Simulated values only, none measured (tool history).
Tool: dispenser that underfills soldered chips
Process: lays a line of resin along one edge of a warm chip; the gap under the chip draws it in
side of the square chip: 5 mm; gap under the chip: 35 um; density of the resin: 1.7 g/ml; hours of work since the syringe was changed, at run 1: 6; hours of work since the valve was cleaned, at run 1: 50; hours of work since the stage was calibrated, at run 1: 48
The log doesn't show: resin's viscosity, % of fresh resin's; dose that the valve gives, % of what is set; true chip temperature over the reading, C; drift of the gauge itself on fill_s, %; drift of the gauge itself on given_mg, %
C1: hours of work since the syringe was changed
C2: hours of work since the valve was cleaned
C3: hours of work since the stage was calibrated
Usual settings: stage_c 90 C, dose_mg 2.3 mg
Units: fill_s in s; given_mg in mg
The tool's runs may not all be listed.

{"run": 1, "hour": 0.0, "stage_c": 90, "dose_mg": 2.3, "C1": 6, "C2": 50, "C3": 48, "fill_s": 50.3, "given_mg": 2.25}
{"hour": 3.4, "done": "new syringe of resin"}
{"run": 2, "hour": 4.0, "stage_c": 90, "dose_mg": 2.3, "C1": 0, "C2": 53, "C3": 50, "fill_s": 30.4, "given_mg": 2.26}
{"run": 3, "hour": 10.3, "stage_c": 90, "dose_mg": 2.3, "C1": 4, "C2": 57, "C3": 54, "fill_s": 41.1, "given_mg": 2.26}
{"run": 4, "hour": 13.8, "stage_c": 90, "dose_mg": 2.3, "C1": 7, "C2": 59, "C3": 57, "fill_s": 49.7, "given_mg": 2.26}
{"hour": 17.1, "done": "new syringe of resin"}
{"run": 5, "hour": 18.9, "stage_c": 90, "dose_mg": 2.3, "C1": 1, "C2": 62, "C3": 60, "fill_s": 32.2, "given_mg": 2.26}
{"run": 6, "hour": 25.4, "stage_c": 90, "dose_mg": 2.3, "C1": 5, "C2": 66, "C3": 64, "fill_s": 45.2, "given_mg": 2.25}
{"hour": 30.9, "done": "new syringe of resin"}
{"run": 7, "hour": 31.8, "stage_c": 90, "dose_mg": 2.3, "C1": 1, "C2": 70, "C3": 68, "fill_s": 30.7, "given_mg": 2.24}
{"run": 8, "hour": 36.6, "stage_c": 80, "dose_mg": 2.3, "C1": 4, "C2": 73, "C3": 71, "fill_s": 57.4, "given_mg": 2.25}
{"run": 9, "hour": 40.5, "stage_c": 90, "dose_mg": 2.16, "C1": 6, "C2": 75, "C3": 73, "fill_s": 47.6, "given_mg": 2.1}
{"hour": 44.5, "done": "new syringe of resin"}
{"run": 10, "hour": 44.5, "stage_c": 90, "dose_mg": 2.3, "C1": 0, "C2": 78, "C3": 75, "fill_s": 28.8, "given_mg": 2.23}
{"run": 11, "hour": 49.0, "stage_c": 76, "dose_mg": 2.3, "C1": 3, "C2": 80, "C3": 78, "fill_s": 62.7, "given_mg": 2.24}
{"run": 12, "hour": 53.3, "stage_c": 76, "dose_mg": 2.3, "C1": 6, "C2": 83, "C3": 81, "fill_s": 79.8, "given_mg": 2.24}
{"hour": 58.7, "done": "new syringe of resin"}
{"run": 13, "hour": 59.8, "stage_c": 90, "dose_mg": 2.29, "C1": 1, "C2": 87, "C3": 85, "fill_s": 30.8, "given_mg": 2.2}
{"run": 14, "hour": 65.1, "stage_c": 90, "dose_mg": 2.3, "C1": 4, "C2": 90, "C3": 88, "fill_s": 41, "given_mg": 2.22}
{"run": 15, "hour": 71.2, "stage_c": 90, "dose_mg": 2.85, "C1": 8, "C2": 94, "C3": 92, "fill_s": 56, "given_mg": 2.79}
{"hour": 72.5, "done": "new syringe of resin"}
{"run": 16, "hour": 77.7, "stage_c": 100, "dose_mg": 2.3, "C1": 3, "C2": 98, "C3": 96, "fill_s": 26.7, "given_mg": 2.23}
{"run": 17, "hour": 81.2, "stage_c": 90, "dose_mg": 2.3, "C1": 5, "C2": 100, "C3": 98, "fill_s": 45.9, "given_mg": 2.22}
{"hour": 86.2, "done": "new syringe of resin"}
{"run": 18, "hour": 87.8, "stage_c": 90, "dose_mg": 2.48, "C1": 1, "C2": 104, "C3": 102, "fill_s": 31.4, "given_mg": 2.38}
{"run": 19, "hour": 94.8, "stage_c": 90, "dose_mg": 2.48, "C1": 5, "C2": 109, "C3": 107, "fill_s": 44, "given_mg": 2.38}
{"hour": 97.5, "done": "dispensing valve cleaned and set on the balance"}
{"run": 20, "hour": 100.1, "stage_c": 90, "dose_mg": 2.48, "C1": 8, "C2": 2, "C3": 109, "fill_s": 56.8, "given_mg": 2.48}
{"hour": 100.9, "done": "new syringe of resin"}
{"run": 21, "hour": 107.3, "stage_c": 90, "dose_mg": 2.48, "C1": 4, "C2": 6, "C3": 114, "fill_s": 39.5, "given_mg": 2.47}
{"run": 22, "hour": 113.8, "stage_c": 103, "dose_mg": 2.75, "C1": 8, "C2": 10, "C3": 118, "fill_s": 35.5, "given_mg": 2.73}
{"hour": 114.5, "done": "new syringe of resin"}
{"run": 23, "hour": 119.2, "stage_c": 103, "dose_mg": 2.3, "C1": 3, "C2": 13, "C3": 121, "fill_s": 24.4, "given_mg": 2.28}
{"run": 24, "hour": 123.9, "stage_c": 94, "dose_mg": 2.3, "C1": 6, "C2": 16, "C3": 124, "fill_s": 42.2, "given_mg": 2.28}
{"hour": 128.2, "done": "new syringe of resin"}
{"run": 25, "hour": 130.8, "stage_c": 80, "dose_mg": 2.39, "C1": 2, "C2": 21, "C3": 128, "fill_s": 47.6, "given_mg": 2.38}
{"run": 26, "hour": 136.0, "stage_c": 77, "dose_mg": 2.82, "C1": 5, "C2": 24, "C3": 132, "fill_s": 71, "given_mg": 2.78}
{"run": 27, "hour": 140.1, "stage_c": 77, "dose_mg": 2.82, "C1": 8, "C2": 26, "C3": 134, "fill_s": 85.8, "given_mg": 2.79}
{"hour": 142.2, "done": "new syringe of resin"}
{"run": 28, "hour": 146.1, "stage_c": 77, "dose_mg": 2.82, "C1": 2, "C2": 30, "C3": 138, "fill_s": 56.4, "given_mg": 2.76}
{"run": 29, "hour": 152.1, "stage_c": 78, "dose_mg": 2.28, "C1": 6, "C2": 34, "C3": 142, "fill_s": 75.8, "given_mg": 2.27}
{"hour": 156.0, "done": "new syringe of resin"}
{"run": 30, "hour": 157.9, "stage_c": 85, "dose_mg": 2.07, "C1": 1, "C2": 37, "C3": 145, "fill_s": 39.2, "given_mg": 2.05}
{"run": 31, "hour": 163.4, "stage_c": 80, "dose_mg": 2.99, "C1": 5, "C2": 41, "C3": 148, "fill_s": 60.5, "given_mg": 2.95}
{"run": 32, "hour": 166.7, "stage_c": 80, "dose_mg": 2.99, "C1": 7, "C2": 43, "C3": 151, "fill_s": 74.5, "given_mg": 2.94}
{"hour": 169.9, "done": "new syringe of resin"}
{"run": 33, "hour": 171.7, "stage_c": 85, "dose_mg": 2.53, "C1": 1, "C2": 46, "C3": 154, "fill_s": 38.5, "given_mg": 2.49}
{"run": 34, "hour": 175.1, "stage_c": 95, "dose_mg": 2.3, "C1": 3, "C2": 48, "C3": 156, "fill_s": 33, "given_mg": 2.25}
{"run": 35, "hour": 179.9, "stage_c": 89, "dose_mg": 2.81, "C1": 6, "C2": 51, "C3": 159, "fill_s": 51, "given_mg": 2.75}

Hidden state or all else? Some run-to-run changes of fill_s, split into what the settings, what came in and random variation would give without the hidden state, and what is left for the hidden state (with any gauge scatter that isn't in both results):
Run 12 -> 13: stage_c 76 -> 90, dose_mg 2.3 -> 2.29, new syringe of resin. fill_s -49 s: hidden state -28.2, all else -20.8.
Run 27 -> 28: new syringe of resin. fill_s -29.4 s: hidden state -29.5, all else +0.1.
Run 29 -> 30: stage_c 78 -> 85, dose_mg 2.28 -> 2.07, new syringe of resin. fill_s -36.6 s: hidden state -26.9, all else -9.7.
Run 32 -> 33: stage_c 80 -> 85, dose_mg 2.99 -> 2.53, new syringe of resin. fill_s -36 s: hidden state -28.4, all else -7.6.
